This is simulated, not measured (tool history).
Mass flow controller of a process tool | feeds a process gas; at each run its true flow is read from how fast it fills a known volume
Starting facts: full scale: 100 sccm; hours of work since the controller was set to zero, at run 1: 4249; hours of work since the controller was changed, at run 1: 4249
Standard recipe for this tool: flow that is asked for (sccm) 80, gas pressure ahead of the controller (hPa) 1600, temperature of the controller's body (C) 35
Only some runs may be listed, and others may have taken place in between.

run,day,flow that is asked for (sccm),gas pressure ahead of the controller (hPa),temperature of the controller's body (C),hours of work since the controller was set to zero,hours of work since the controller was changed,true flow (%)
1,0,80,1600,35,4249,4249,100.39
2,17.717,80,1600,35,4429,4429,100.42
3,33.862,80,1600,35,4592,4592,100.44
4,44.146,80,1600,35,4697,4697,100.53
5,55.267,80,1600,35,4809,4809,100.62
# day 68.779: controller's zero set anew
6,70.896,80,1600,35,21,4967,100.58
7,79.638,80,1600,35,110,5056,100.53
8,90.117,80,1600,35,216,5162,100.75
9,107.658,80,1600,26,394,5340,99.72
10,116.221,80,1810,35,481,5427,101
11,134.75,68,1430,23,669,5615,99.15

Run 12 comes next. What will it give?
12,153.546,28,1430,36,859,5805,?

true flow (%): 99.56
Take away the tool's hidden state, keep the run-to-run variation as it was, and the same run would have given true flow (%) 98.9.

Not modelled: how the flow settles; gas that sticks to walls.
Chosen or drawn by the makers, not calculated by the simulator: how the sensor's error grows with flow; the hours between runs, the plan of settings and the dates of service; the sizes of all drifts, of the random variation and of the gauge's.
